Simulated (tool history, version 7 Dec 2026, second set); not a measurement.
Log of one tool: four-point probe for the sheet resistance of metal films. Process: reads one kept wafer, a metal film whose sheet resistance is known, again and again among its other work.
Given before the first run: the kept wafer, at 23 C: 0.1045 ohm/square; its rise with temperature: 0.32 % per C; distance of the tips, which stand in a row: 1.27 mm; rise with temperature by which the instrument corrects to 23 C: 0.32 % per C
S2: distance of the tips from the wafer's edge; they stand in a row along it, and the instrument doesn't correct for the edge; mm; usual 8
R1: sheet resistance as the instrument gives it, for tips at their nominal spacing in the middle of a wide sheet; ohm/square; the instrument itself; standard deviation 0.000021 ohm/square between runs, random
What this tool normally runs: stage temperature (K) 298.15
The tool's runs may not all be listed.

run 1 hour=0.0 | stage_temperature_(K)=298.15 S2=8 | R1=0.106420
run 2 hour=23.0 | stage_temperature_(K)=301.15 S2=8 | R1=0.106397
run 3 hour=76.3 | stage_temperature_(K)=301.15 S2=8 | R1=0.106424
run 4 hour=99.3 | stage_temperature_(K)=301.15 S2=8 | R1=0.106412
run 5 hour=148.3 | stage_temperature_(K)=298.15 S2=10 | R1=0.105925
run 6 hour=186.4 | stage_temperature_(K)=298.15 S2=10 | R1=0.105969
run 7 hour=212.6 | stage_temperature_(K)=298.15 S2=10 | R1=0.105972
run 8 hour=266.7 | stage_temperature_(K)=302.15 S2=10 | R1=0.106002
run 9 hour=302.3 | stage_temperature_(K)=302.15 S2=10 | R1=0.105978
run 10 hour=355.9 | stage_temperature_(K)=298.15 S2=3 | R1=0.114272
run 11 hour=398.4 | stage_temperature_(K)=298.15 S2=3 | R1=0.114286
run 12 hour=449.0 | stage_temperature_(K)=301.15 S2=8 | R1=0.106506
run 13 hour=497.1 | stage_temperature_(K)=301.15 S2=8 | R1=0.106510
run 14 hour=546.0 | stage_temperature_(K)=301.15 S2=8 | R1=0.106542
run 15 hour=585.2 | stage_temperature_(K)=301.15 S2=8 | R1=0.106547
run 16 hour=624.9 | stage_temperature_(K)=301.15 S2=8 | R1=0.106603
run 17 hour=670.6 | stage_temperature_(K)=301.15 S2=8 | R1=0.106583
run 18 hour=717.2 | stage_temperature_(K)=303.15 S2=4 | R1=0.110573
run 19 hour=750.0 | stage_temperature_(K)=297.15 S2=3 | R1=0.114398
run 20 hour=786.6 | stage_temperature_(K)=292.15 S2=5 | R1=0.108732
run 21 hour=829.6 | stage_temperature_(K)=294.15 S2=55 | R1=0.105248
run 22 hour=858.4 | stage_temperature_(K)=294.15 S2=55 | R1=0.105269
run 23 hour=881.8 | stage_temperature_(K)=293.15 S2=21 | R1=0.105477
run 24 hour=915.1 | stage_temperature_(K)=303.15 S2=17 | R1=0.105576
run 25 hour=939.7 | stage_temperature_(K)=303.15 S2=17 | R1=0.105573
run 26 hour=984.1 | stage_temperature_(K)=303.15 S2=17 | R1=0.105572
run 27 hour=1007.0 | stage_temperature_(K)=301.15 S2=20 | R1=0.105476
run 28 hour=1036.3 | stage_temperature_(K)=291.15 S2=16 | R1=0.105654
run 29 hour=1077.0 | stage_temperature_(K)=291.15 S2=16 | R1=0.105651
run 30 hour=1117.0 | stage_temperature_(K)=295.15 S2=14 | R1=0.105769
run 31 hour=1143.0 | stage_temperature_(K)=295.15 S2=14 | R1=0.105778
run 32 hour=1165.7 | stage_temperature_(K)=295.15 S2=4 | R1=0.110712
run 33 hour=1213.2 | stage_temperature_(K)=292.15 S2=7 | R1=0.107151
run 34 hour=1264.7 | stage_temperature_(K)=306.15 S2=3 | R1=0.114474

Hidden state or all else? Some run-to-run changes of R1, split into what the settings, what came in and random variation would give without the hidden state, and what is left for the hidden state (with any gauge scatter that isn't in both results):
The tool's hidden condition here consists of: inner tips' distance over the nominal, %; tips' flats over new ones', %; wafer's true temperature over the reading, C; drift of the gauge itself on sheet_ohm, %.
Run 9 -> 10: stage temperature (K) 302.15 -> 298.15, S2 10 -> 3. R1 +0.008294 ohm/square: hidden state +0.000055, all else +0.008239.
Run 11 -> 12: stage temperature (K) 298.15 -> 301.15, S2 3 -> 8. R1 -0.007780 ohm/square: hidden state -0.000027, all else -0.007753.
Run 31 -> 32: S2 14 -> 4. R1 +0.004934 ohm/square: hidden state +0.000040, all else +0.004894.
Run 33 -> 34: stage temperature (K) 292.15 -> 306.15, S2 7 -> 3. R1 +0.007323 ohm/square: hidden state +0.000071, all else +0.007252.
